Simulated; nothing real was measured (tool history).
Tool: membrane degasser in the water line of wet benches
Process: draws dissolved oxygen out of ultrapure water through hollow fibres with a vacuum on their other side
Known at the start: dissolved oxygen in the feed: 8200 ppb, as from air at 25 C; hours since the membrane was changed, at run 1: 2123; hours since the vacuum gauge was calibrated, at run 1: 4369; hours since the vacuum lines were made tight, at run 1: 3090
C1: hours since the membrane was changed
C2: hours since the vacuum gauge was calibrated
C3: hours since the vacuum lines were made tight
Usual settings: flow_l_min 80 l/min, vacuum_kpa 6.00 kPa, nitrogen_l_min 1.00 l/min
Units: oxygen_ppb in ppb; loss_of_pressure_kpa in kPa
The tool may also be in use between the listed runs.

Run 1, day 0.000: usual settings; C1 2123; C2 4369; C3 3090. Result: oxygen_ppb 369.2 ppb, loss_of_pressure_kpa 59.46 kPa.
Run 2, day 2.421: usual settings; C1 2181; C2 4427; C3 3148. Result: oxygen_ppb 367.8 ppb, loss_of_pressure_kpa 59.49 kPa.
Run 3, day 5.900: usual settings but vacuum_kpa 8.79 kPa; C1 2265; C2 4511; C3 3232. Result: oxygen_ppb 704.9 ppb, loss_of_pressure_kpa 59.55 kPa.
Run 4, day 8.267: usual settings but vacuum_kpa 8.79 kPa; C1 2321; C2 4567; C3 3288. Result: oxygen_ppb 705.8 ppb, loss_of_pressure_kpa 59.54 kPa.
Run 5, day 10.729: usual settings but nitrogen_l_min 0.44 l/min; C1 2380; C2 4626; C3 3347. Result: oxygen_ppb 577.7 ppb, loss_of_pressure_kpa 59.72 kPa.
Run 6, day 12.379: usual settings; C1 2420; C2 4666; C3 3387. Result: oxygen_ppb 366.2 ppb, loss_of_pressure_kpa 59.12 kPa.
Run 7, day 15.075: usual settings; C1 2485; C2 4731; C3 3452. Result: oxygen_ppb 368.9 ppb, loss_of_pressure_kpa 59.25 kPa.
Run 8, day 18.104: usual settings but nitrogen_l_min 0.76 l/min; C1 2557; C2 4803; C3 3525. Result: oxygen_ppb 435.0 ppb, loss_of_pressure_kpa 59.18 kPa.
Run 9, day 19.875: usual settings; C1 2600; C2 4846; C3 3567. Result: oxygen_ppb 364.9 ppb, loss_of_pressure_kpa 59.24 kPa.
Run 10, day 22.871: usual settings; C1 2672; C2 4918; C3 3639. Result: oxygen_ppb 363.8 ppb, loss_of_pressure_kpa 59.35 kPa.
Run 11, day 24.792: usual settings; C1 2718; C2 4964; C3 3685. Result: oxygen_ppb 361.4 ppb, loss_of_pressure_kpa 59.81 kPa.
Run 12, day 28.500: usual settings; C1 2807; C2 5053; C3 3774. Result: oxygen_ppb 361.3 ppb, loss_of_pressure_kpa 59.70 kPa.
Run 13, day 31.638: usual settings; C1 2882; C2 5128; C3 3849. Result: oxygen_ppb 362.2 ppb, loss_of_pressure_kpa 59.51 kPa.
Run 14, day 33.933: usual settings; C1 2937; C2 5183; C3 3904. Result: oxygen_ppb 362.2 ppb, loss_of_pressure_kpa 59.64 kPa.
Run 15, day 37.092: usual settings; C1 3013; C2 5259; C3 3980. Result: oxygen_ppb 361.6 ppb, loss_of_pressure_kpa 59.54 kPa.
Run 16, day 39.258: usual settings but flow_l_min 85 l/min; C1 3065; C2 5311; C3 4032. Result: oxygen_ppb 375.9 ppb, loss_of_pressure_kpa 63.23 kPa.
Run 17, day 41.212: usual settings but flow_l_min 120 l/min; C1 3112; C2 5358; C3 4079. Result: oxygen_ppb 475.5 ppb, loss_of_pressure_kpa 88.96 kPa.
Run 18, day 43.379: usual settings but flow_l_min 82 l/min, vacuum_kpa 11.81 kPa, nitrogen_l_min 1.45 l/min; C1 3164; C2 5410; C3 4131. Result: oxygen_ppb 815.7 ppb, loss_of_pressure_kpa 60.89 kPa.
At day 43.883: gauge calibrated.
Run 19, day 46.946: usual settings but flow_l_min 82 l/min, vacuum_kpa 11.81 kPa, nitrogen_l_min 1.45 l/min; C1 3250; C2 5496; C3 4217. Result: oxygen_ppb 834.4 ppb, loss_of_pressure_kpa 61.12 kPa.
At day 47.642: vacuum gauge calibrated.
Run 20, day 50.546: usual settings but flow_l_min 67 l/min, vacuum_kpa 4.58 kPa, nitrogen_l_min 1.22 l/min; C1 3336; C2 70; C3 4303. Result: oxygen_ppb 142.5 ppb, loss_of_pressure_kpa 50.06 kPa.
Run 21, day 52.312: usual settings but flow_l_min 48 l/min, vacuum_kpa 10.74 kPa, nitrogen_l_min 2.36 l/min; C1 3378; C2 112; C3 4345. Result: oxygen_ppb 327.3 ppb, loss_of_pressure_kpa 35.51 kPa.
Run 22, day 55.508: usual settings but flow_l_min 48 l/min, vacuum_kpa 10.74 kPa, nitrogen_l_min 2.36 l/min; C1 3455; C2 189; C3 4422. Result: oxygen_ppb 326.0 ppb, loss_of_pressure_kpa 35.66 kPa.
Run 23, day 59.267: usual settings but flow_l_min 63 l/min, vacuum_kpa 10.44 kPa, nitrogen_l_min 0.92 l/min; C1 3545; C2 279; C3 4512. Result: oxygen_ppb 799.7 ppb, loss_of_pressure_kpa 46.90 kPa.
Run 24, day 61.404: usual settings but flow_l_min 84 l/min, vacuum_kpa 4.41 kPa, nitrogen_l_min 0.92 l/min; C1 3596; C2 330; C3 4563. Result: oxygen_ppb 180.4 ppb, loss_of_pressure_kpa 62.83 kPa.
Run 25, day 63.833: usual settings but flow_l_min 84 l/min, vacuum_kpa 4.41 kPa, nitrogen_l_min 0.92 l/min; C1 3654; C2 389; C3 4622. Result: oxygen_ppb 181.0 ppb, loss_of_pressure_kpa 62.48 kPa.
Run 26, day 66.442: usual settings but flow_l_min 84 l/min, vacuum_kpa 4.41 kPa, nitrogen_l_min 0.92 l/min; C1 3717; C2 451; C3 4684. Result: oxygen_ppb 179.6 ppb, loss_of_pressure_kpa 62.47 kPa.
Run 27, day 68.958: usual settings but flow_l_min 84 l/min, vacuum_kpa 4.41 kPa, nitrogen_l_min 0.92 l/min; C1 3777; C2 512; C3 4745. Result: oxygen_ppb 179.2 ppb, loss_of_pressure_kpa 62.82 kPa.
Run 28, day 72.383: usual settings but flow_l_min 107 l/min, vacuum_kpa 5.94 kPa, nitrogen_l_min 1.53 l/min; C1 3860; C2 594; C3 4827. Result: oxygen_ppb 337.6 ppb, loss_of_pressure_kpa 79.63 kPa.
Run 29, day 75.888: usual settings but flow_l_min 107 l/min, vacuum_kpa 5.94 kPa, nitrogen_l_min 1.53 l/min; C1 3944; C2 678; C3 4911. Result: oxygen_ppb 336.6 ppb, loss_of_pressure_kpa 79.82 kPa.
Run 30, day 78.096: usual settings but flow_l_min 82 l/min, vacuum_kpa 5.23 kPa, nitrogen_l_min 2.45 l/min; C1 3997; C2 731; C3 4964. Result: oxygen_ppb 143.6 ppb, loss_of_pressure_kpa 60.82 kPa.
Run 31, day 81.842: usual settings but flow_l_min 113 l/min, vacuum_kpa 8.57 kPa, nitrogen_l_min 1.25 l/min; C1 4087; C2 821; C3 5054. Result: oxygen_ppb 732.4 ppb, loss_of_pressure_kpa 83.90 kPa.

3 ways to go on from here, each from the tool as it stands after run 31. What would each give?
Run A, day 84.588: usual settings but flow_l_min 62 l/min, vacuum_kpa 4.86 kPa, nitrogen_l_min 1.35 l/min; C1 4153; C2 887; C3 5120. Result: oxygen_ppb ?, loss_of_pressure_kpa ?.
Run B, day 84.588: usual settings but flow_l_min 78 l/min, vacuum_kpa 8.10 kPa, nitrogen_l_min 2.99 l/min; C1 4153; C2 887; C3 5120. Result: oxygen_ppb ?, loss_of_pressure_kpa ?.
Run C, day 84.588: usual settings but flow_l_min 77 l/min, vacuum_kpa 13.10 kPa, nitrogen_l_min 1.68 l/min; C1 4153; C2 887; C3 5120. Result: oxygen_ppb ?, loss_of_pressure_kpa ?.

run  oxygen_ppb  loss_of_pressure_kpa
  A       145.6                 45.83
  B       267.9                 57.80
  C       801.6                 57.22
Without the tool's hidden state the same runs would have given:
run  oxygen_ppb  loss_of_pressure_kpa
  A       149.5                 45.82
  B       275.2                 57.79
  C       823.5                 57.21

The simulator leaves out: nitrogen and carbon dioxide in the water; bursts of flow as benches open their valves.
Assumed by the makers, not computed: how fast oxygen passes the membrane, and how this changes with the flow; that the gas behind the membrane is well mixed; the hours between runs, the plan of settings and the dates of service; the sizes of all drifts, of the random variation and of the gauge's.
